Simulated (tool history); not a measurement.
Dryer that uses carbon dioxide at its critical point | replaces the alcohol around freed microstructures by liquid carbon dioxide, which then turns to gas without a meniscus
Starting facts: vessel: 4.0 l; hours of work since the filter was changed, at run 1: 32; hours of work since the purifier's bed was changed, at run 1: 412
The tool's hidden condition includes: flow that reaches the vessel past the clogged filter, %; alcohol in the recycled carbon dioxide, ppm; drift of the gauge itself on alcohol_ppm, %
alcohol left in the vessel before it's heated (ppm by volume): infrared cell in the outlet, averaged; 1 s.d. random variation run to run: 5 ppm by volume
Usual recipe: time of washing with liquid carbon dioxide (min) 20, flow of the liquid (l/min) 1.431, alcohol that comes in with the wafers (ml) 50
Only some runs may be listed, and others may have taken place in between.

run    day  time of washing with liquid carbon dioxide (min)  flow of the liquid (l/min)  alcohol that comes in with the wafers (ml)  hours of work since the filter was changed  hours of work since the purifier's bed was changed  alcohol left in the vessel before it's heated (ppm by volume)
  1      0                                                20                       1.431                                          50                                          32                                                 412                                                            211
  2  1.258                                                20                       1.431                                          50                                          55                                                 435                                                            213
  3  1.912                                                13                       1.431                                          50                                          68                                                 447                                                            352
  4  2.708                                                13                       1.431                                          50                                          82                                                 462                                                            359
  5  3.675                                                13                       1.431                                          43                                         101                                                 481                                                            358
  6  5.142                                                30                       1.431                                          43                                         128                                                 508                                                            231
  7  5.867                                                14                         1.4                                          82                                         142                                                 522                                                            468
  8  6.788                                                14                         1.4                                          82                                         159                                                 539                                                            478
  9  8.012                                                20                        0.88                                          53                                         182                                                 562                                                            497
 10  8.804                                                20                        0.96                                          50                                         197                                                 577                                                            397
 11  9.846                                                23                        1.63                                          97                                         216                                                 596                                                            273

Consider 5 possible next runs. They are alternatives, not a sequence: every one starts from the tool as it was left by run 11. What does each give?
  A  10.438                                                26                        1.09                                         118                                         227                                                 607                                                              ?
  B  10.438                                                20                        2.24                                          50                                         227                                                 607                                                              ?
  C  10.438                                                32                        2.26                                          26                                         227                                                 607                                                              ?
  D  10.438                                                20                        1.49                                          23                                         227                                                 607                                                              ?
  E  10.438                                                16                        2.32                                          77                                         227                                                 607                                                              ?

run  alcohol left in the vessel before it's heated (ppm by volume)
  A                                                            338
  B                                                            271
  C                                                            276
  D                                                            287
  E                                                            288
Without the tool's unlogged condition, the same runs would have read:
run  alcohol left in the vessel before it's heated (ppm by volume)
  A                                                             38
  B                                                              3
  C                                                              4
  D                                                              8
  E                                                             10
